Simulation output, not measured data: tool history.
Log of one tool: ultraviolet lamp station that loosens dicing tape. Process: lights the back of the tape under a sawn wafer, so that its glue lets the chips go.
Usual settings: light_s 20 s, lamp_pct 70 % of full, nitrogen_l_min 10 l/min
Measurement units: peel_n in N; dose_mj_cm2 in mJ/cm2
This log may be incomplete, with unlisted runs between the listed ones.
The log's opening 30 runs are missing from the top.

run     day  light_s  lamp_pct  nitrogen_l_min  hours of work of the lamp  hours of work since the window was cleaned  peel_n  dose_mj_cm2
 31  20.921       30        80               5                        549                                         311   0.701          304
 32  21.846       31       100              16                        559                                         321   0.232          395
 33  22.383       36        70              17                        564                                         326   0.265          317
 34  23.042       36        70              17                        571                                         333   0.269          318
 35  23.646       34        69               5                        578                                         340   0.761          297
 36  24.425       34        69               5                        586                                         348   0.734          293
 37  25.283       12        72              18                        595                                         357   1.807          107
 38  26.167       20        70               3                        604                                         366   2.554          177
 39  26.575       20        70               3                        609                                         371   2.544          178
 40  27.067       33        62               3                        614                                         376   1.412          256
 41  27.900       12        88               4                        623                                         385   2.886          132
 42  28.379       13        79               6                        628                                         390   2.554          128
 43  29.250       13        79               6                        637                                         399   2.652          130
 44  30.158       13        79               6                        646                                         408   2.551          130

4 options for the next run, each taken on its own from the tool as it stands now. Forecast them:
  A  30.554       13        84               6                        651                                         413       ?            ?
  B  30.554       13        79               5                        651                                         413       ?            ?
  C  30.554       27        79               4                        651                                         413       ?            ?
  D  30.554       25        67              10                        651                                         413       ?            ?

run  peel_n  dose_mj_cm2
  A   2.332          138
  B   2.841          129
  C   1.119          271
  D   0.826          210
With no hidden state in the tool, these same runs would have given:
run  peel_n  dose_mj_cm2
  A   2.320          138
  B   2.828          129
  C   1.111          272
  D   0.819          211
